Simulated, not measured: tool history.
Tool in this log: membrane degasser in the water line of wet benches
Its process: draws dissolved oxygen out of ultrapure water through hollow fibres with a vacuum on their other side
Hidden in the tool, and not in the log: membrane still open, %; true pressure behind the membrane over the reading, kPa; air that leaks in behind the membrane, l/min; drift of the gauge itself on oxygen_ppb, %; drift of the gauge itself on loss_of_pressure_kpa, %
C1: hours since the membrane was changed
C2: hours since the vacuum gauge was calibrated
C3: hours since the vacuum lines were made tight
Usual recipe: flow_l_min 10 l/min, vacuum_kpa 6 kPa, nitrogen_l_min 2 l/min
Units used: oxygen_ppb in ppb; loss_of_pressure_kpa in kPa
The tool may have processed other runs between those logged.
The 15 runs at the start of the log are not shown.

{"run": 16, "day": 134.296, "flow_l_min": 14, "vacuum_kpa": 6, "nitrogen_l_min": 2, "C1": 11425, "C2": 4624, "C3": 7657, "oxygen_ppb": 58, "loss_of_pressure_kpa": 56.25}
{"run": 17, "day": 143.683, "flow_l_min": 14, "vacuum_kpa": 6, "nitrogen_l_min": 2, "C1": 11650, "C2": 4849, "C3": 7882, "oxygen_ppb": 59.2, "loss_of_pressure_kpa": 56.88}
{"run": 18, "day": 149.892, "flow_l_min": 9, "vacuum_kpa": 4.17, "nitrogen_l_min": 1.2, "C1": 11799, "C2": 4998, "C3": 8031, "oxygen_ppb": 21.6, "loss_of_pressure_kpa": 36.31}
{"run": 19, "day": 157.579, "flow_l_min": 7, "vacuum_kpa": 3.64, "nitrogen_l_min": 1.07, "C1": 11984, "C2": 5182, "C3": 8216, "oxygen_ppb": 8.3, "loss_of_pressure_kpa": 28.42}
{"run": 20, "day": 168.821, "flow_l_min": 10, "vacuum_kpa": 13.1, "nitrogen_l_min": 5.27, "C1": 12253, "C2": 5452, "C3": 8485, "oxygen_ppb": 52, "loss_of_pressure_kpa": 40.25}
{"run": 21, "day": 175.996, "flow_l_min": 10, "vacuum_kpa": 9.06, "nitrogen_l_min": 2, "C1": 12426, "C2": 5624, "C3": 8658, "oxygen_ppb": 77, "loss_of_pressure_kpa": 40.57}
{"run": 22, "day": 182.2, "flow_l_min": 10, "vacuum_kpa": 9.06, "nitrogen_l_min": 2, "C1": 12574, "C2": 5773, "C3": 8806, "oxygen_ppb": 74.8, "loss_of_pressure_kpa": 40.67}
{"run": 23, "day": 192.029, "flow_l_min": 10, "vacuum_kpa": 9.06, "nitrogen_l_min": 2, "C1": 12810, "C2": 6009, "C3": 9042, "oxygen_ppb": 76.9, "loss_of_pressure_kpa": 40.37}
{"day": 195.517, "done": "vacuum gauge calibrated"}
{"run": 24, "day": 199.062, "flow_l_min": 8, "vacuum_kpa": 8.37, "nitrogen_l_min": 2, "C1": 12979, "C2": 85, "C3": 9211, "oxygen_ppb": 54.2, "loss_of_pressure_kpa": 32.29}
{"run": 25, "day": 203.967, "flow_l_min": 8, "vacuum_kpa": 8.11, "nitrogen_l_min": 2, "C1": 13096, "C2": 203, "C3": 9328, "oxygen_ppb": 50.4, "loss_of_pressure_kpa": 32.16}
{"day": 204.675, "done": "seals of the vacuum lines changed"}
{"run": 26, "day": 213.479, "flow_l_min": 8, "vacuum_kpa": 8.11, "nitrogen_l_min": 2, "C1": 13323, "C2": 429, "C3": 211, "oxygen_ppb": 50.6, "loss_of_pressure_kpa": 32.07}
{"run": 27, "day": 219.883, "flow_l_min": 13, "vacuum_kpa": 3.98, "nitrogen_l_min": 2, "C1": 13476, "C2": 583, "C3": 365, "oxygen_ppb": 22.5, "loss_of_pressure_kpa": 52.73}
{"run": 28, "day": 228.308, "flow_l_min": 13, "vacuum_kpa": 3.98, "nitrogen_l_min": 2, "C1": 13679, "C2": 785, "C3": 567, "oxygen_ppb": 22, "loss_of_pressure_kpa": 52.95}
{"run": 29, "day": 235.35, "flow_l_min": 13, "vacuum_kpa": 3.98, "nitrogen_l_min": 2, "C1": 13848, "C2": 954, "C3": 736, "oxygen_ppb": 21.8, "loss_of_pressure_kpa": 52.45}
{"run": 30, "day": 243.783, "flow_l_min": 9, "vacuum_kpa": 3.98, "nitrogen_l_min": 2, "C1": 14050, "C2": 1156, "C3": 939, "oxygen_ppb": 13.1, "loss_of_pressure_kpa": 36.27}
{"run": 31, "day": 252.388, "flow_l_min": 13, "vacuum_kpa": 13.04, "nitrogen_l_min": 2.35, "C1": 14256, "C2": 1363, "C3": 1145, "oxygen_ppb": 139, "loss_of_pressure_kpa": 52.59}
{"run": 32, "day": 258.354, "flow_l_min": 6, "vacuum_kpa": 6.31, "nitrogen_l_min": 1.35, "C1": 14400, "C2": 1506, "C3": 1288, "oxygen_ppb": 35.6, "loss_of_pressure_kpa": 23.98}

Branching from run 32: 3 alternative next runs. What would each branch give?
{"run": "A", "day": 265.404, "flow_l_min": 10, "vacuum_kpa": 7.93, "nitrogen_l_min": 1.22, "C1": 14569, "C2": 1675, "C3": 1458, "oxygen_ppb": "?", "loss_of_pressure_kpa": "?"}
{"run": "B", "day": 265.404, "flow_l_min": 14, "vacuum_kpa": 4.33, "nitrogen_l_min": 1.39, "C1": 14569, "C2": 1675, "C3": 1458, "oxygen_ppb": "?", "loss_of_pressure_kpa": "?"}
{"run": "C", "day": 265.404, "flow_l_min": 6, "vacuum_kpa": 8.78, "nitrogen_l_min": 1.09, "C1": 14569, "C2": 1675, "C3": 1458, "oxygen_ppb": "?", "loss_of_pressure_kpa": "?"}

run=A oxygen_ppb=96.2 loss_of_pressure_kpa=40.04
run=B oxygen_ppb=38.5 loss_of_pressure_kpa=56.14
run=C oxygen_ppb=77 loss_of_pressure_kpa=24.47
The same runs, with their run-to-run variation unchanged, on a tool lacking any hidden condition would have given:
run=A oxygen_ppb=96.1 loss_of_pressure_kpa=40
run=B oxygen_ppb=38.4 loss_of_pressure_kpa=56.08
run=C oxygen_ppb=77 loss_of_pressure_kpa=24.45
